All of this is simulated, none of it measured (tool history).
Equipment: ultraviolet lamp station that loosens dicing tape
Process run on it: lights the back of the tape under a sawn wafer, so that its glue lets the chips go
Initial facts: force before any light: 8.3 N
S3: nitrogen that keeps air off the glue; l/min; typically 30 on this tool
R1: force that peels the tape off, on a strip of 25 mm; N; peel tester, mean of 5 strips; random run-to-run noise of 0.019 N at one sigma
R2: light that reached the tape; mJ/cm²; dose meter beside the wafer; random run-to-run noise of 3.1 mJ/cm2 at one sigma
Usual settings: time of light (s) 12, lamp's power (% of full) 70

{"run": 1, "hour": 0.0, "time of light (s)": 12, "lamp's power (% of full)": 70, "S3": 30, "R1": 1.208, "R2": 417}
{"run": 2, "hour": 15.5, "time of light (s)": 12, "lamp's power (% of full)": 70, "S3": 30, "R1": 1.196, "R2": 411}
{"run": 3, "hour": 30.9, "time of light (s)": 12, "lamp's power (% of full)": 70, "S3": 30, "R1": 1.209, "R2": 412}
{"run": 4, "hour": 39.4, "time of light (s)": 12, "lamp's power (% of full)": 70, "S3": 30, "R1": 1.265, "R2": 410}
{"run": 5, "hour": 46.5, "time of light (s)": 12, "lamp's power (% of full)": 70, "S3": 30, "R1": 1.242, "R2": 413}
{"run": 6, "hour": 61.6, "time of light (s)": 12, "lamp's power (% of full)": 70, "S3": 30, "R1": 1.238, "R2": 413}
{"run": 7, "hour": 77.3, "time of light (s)": 8, "lamp's power (% of full)": 70, "S3": 30, "R1": 2.244, "R2": 267}
{"run": 8, "hour": 86.9, "time of light (s)": 8, "lamp's power (% of full)": 70, "S3": 30, "R1": 2.255, "R2": 273}
{"run": 9, "hour": 95.7, "time of light (s)": 8, "lamp's power (% of full)": 70, "S3": 30, "R1": 2.293, "R2": 273}
{"run": 10, "hour": 111.5, "time of light (s)": 8, "lamp's power (% of full)": 64, "S3": 30, "R1": 2.578, "R2": 251}
{"run": 11, "hour": 128.0, "time of light (s)": 8, "lamp's power (% of full)": 64, "S3": 30, "R1": 2.495, "R2": 240}
{"run": 12, "hour": 143.6, "time of light (s)": 8, "lamp's power (% of full)": 64, "S3": 30, "R1": 2.519, "R2": 244}
{"run": 13, "hour": 151.5, "time of light (s)": 12, "lamp's power (% of full)": 70, "S3": 30, "R1": 1.284, "R2": 398}
{"run": 14, "hour": 165.2, "time of light (s)": 17, "lamp's power (% of full)": 70, "S3": 15, "R1": 1.223, "R2": 569}
{"run": 15, "hour": 181.7, "time of light (s)": 7, "lamp's power (% of full)": 70, "S3": 16, "R1": 3.521, "R2": 228}
{"run": 16, "hour": 195.3, "time of light (s)": 23, "lamp's power (% of full)": 95, "S3": 17, "R1": 0.369, "R2": 1016}

What does the tool deliver on the next run?
{"run": 17, "hour": 207.4, "time of light (s)": 15, "lamp's power (% of full)": 95, "S3": 17, "R1": "?", "R2": "?"}

R1: 0.795 N
R2: 660 mJ/cm²
Were there no unlogged condition in the tool, this run, its random variation unchanged, would have produced R1 0.550 N, R2 804 mJ/cm².

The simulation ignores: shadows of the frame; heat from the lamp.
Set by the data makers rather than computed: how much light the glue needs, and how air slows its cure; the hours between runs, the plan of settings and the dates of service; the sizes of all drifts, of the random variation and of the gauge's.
